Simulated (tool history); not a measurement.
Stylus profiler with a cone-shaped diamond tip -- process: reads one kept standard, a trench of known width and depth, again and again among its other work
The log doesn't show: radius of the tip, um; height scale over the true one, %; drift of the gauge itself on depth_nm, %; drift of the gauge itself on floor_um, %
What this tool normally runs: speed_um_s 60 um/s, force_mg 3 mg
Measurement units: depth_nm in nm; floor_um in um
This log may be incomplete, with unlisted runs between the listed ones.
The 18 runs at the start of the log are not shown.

run,day,speed_um_s,force_mg,scans with this tip,hours of work since the height scale was calibrated,depth_nm,floor_um
19,80.462,45,4.95,13783,93,508.43,45.73
20,85.312,35,7.93,14612,152,512.79,45.75
21,90.883,35,7.93,15565,220,512.69,45.68
22,93.3,35,3.13,15978,249,504.88,45.62
# day 94.8: height scale calibrated on a step standard, once more
23,99.067,158,3.27,16961,52,509.86,44.88
24,101.771,158,3.27,17423,85,509.32,44.86
25,105.254,158,3.27,18019,127,509.46,44.81
26,110.021,143,2.16,18834,185,506.89,44.71
# day 110.612: new tip fitted, height scale calibrated
27,114.867,140,8.4,728,52,517.7,46.87
28,118.271,39,1.97,1310,93,506.49,46.95
29,123.288,116,1.31,2168,154,504.36,46.26
30,127.179,55,1.66,2834,202,505.47,46.73
31,129.771,28,1.44,3277,233,504.76,46.79
32,134.958,175,1.7,4164,297,504.96,45.69
33,140.275,36,3,5074,361,507.78,46.61
34,145.125,23,7.42,5903,421,515.44,46.63
35,149.333,27,5.21,6622,472,511.35,46.53

Branching from run 35: 4 alternative next runs. What would each branch give?
A,154.996,29,6.01,7591,541,?,?
B,154.996,60,2.26,7591,541,?,?
C,154.996,86,1.96,7591,541,?,?
D,154.996,77,3,7591,541,?,?

run,depth_nm,floor_um
A,512.63,46.38
B,505.81,46.24
C,504.97,45.98
D,507.41,46.15
Take away the tool's hidden state, keep each run's random variation, and the runs would have read:
run,depth_nm,floor_um
A,514.35,47.2
B,507.5,47.07
C,506.67,46.81
D,509.11,46.98
